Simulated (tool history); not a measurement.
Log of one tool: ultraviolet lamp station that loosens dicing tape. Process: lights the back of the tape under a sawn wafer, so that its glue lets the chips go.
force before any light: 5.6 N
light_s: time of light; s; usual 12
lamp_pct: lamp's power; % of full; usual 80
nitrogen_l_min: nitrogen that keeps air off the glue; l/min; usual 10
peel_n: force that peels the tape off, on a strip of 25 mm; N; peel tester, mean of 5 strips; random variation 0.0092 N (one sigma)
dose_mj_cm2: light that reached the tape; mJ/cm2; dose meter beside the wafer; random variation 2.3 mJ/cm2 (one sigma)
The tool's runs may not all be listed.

| run | hour | light_s | lamp_pct | nitrogen_l_min | peel_n | dose_mj_cm2 |
|---|---|---|---|---|---|---|
| 1 | 0 | 12 | 80 | 10 | 0.491 | 195 |
| 2 | 11.1 | 12 | 80 | 10 | 0.484 | 200 |
| 3 | 26.9 | 12 | 80 | 8 | 0.578 | 201 |
| 4 | 35.2 | 12 | 80 | 8 | 0.574 | 198 |
| 5 | 50.1 | 12 | 80 | 10 | 0.498 | 196 |
| 6 | 58.9 | 12 | 80 | 10 | 0.511 | 196 |
| 7 | 71.2 | 12 | 80 | 10 | 0.5 | 198 |
| 8 | 82.3 | 12 | 80 | 10 | 0.508 | 197 |
| 9 | 96.9 | 12 | 80 | 10 | 0.516 | 194 |
| 10 | 104.3 | 12 | 74 | 15 | 0.452 | 182 |
|  | 106.3 | window cleaned of glue's vapour |
| 11 | 113.1 | 12 | 74 | 15 | 0.469 | 177 |
| 12 | 122.8 | 12 | 74 | 15 | 0.474 | 177 |
| 13 | 131.5 | 17 | 80 | 4 | 0.604 | 267 |
| 14 | 138.8 | 12 | 99 | 10 | 0.361 | 228 |
| 15 | 147.9 | 12 | 76 | 15 | 0.484 | 175 |
| 16 | 161.3 | 12 | 76 | 15 | 0.482 | 177 |
| 17 | 174.7 | 13 | 68 | 15 | 0.502 | 166 |

3 ways to go on from here, each from the tool as it stands after run 17. What would each give?
|  | 186.6 | window cleaned of glue's vapour, once more |
| A | 188.4 | 15 | 68 | 4 | ? | ? |
|  | 186.6 | window cleaned of glue's vapour, once more |
| B | 188.4 | 11 | 68 | 6 | ? | ? |
|  | 186.6 | window cleaned of glue's vapour, once more |
| C | 188.4 | 10 | 64 | 16 | ? | ? |

| run | peel_n | dose_mj_cm2 |
|---|---|---|
| A | 0.905 | 212 |
| B | 1.16 | 148 |
| C | 0.764 | 128 |
Without the tool's hidden state the same runs would have given:
| run | peel_n | dose_mj_cm2 |
|---|---|---|
| A | 0.706 | 244 |
| B | 0.924 | 172 |
| C | 0.589 | 148 |
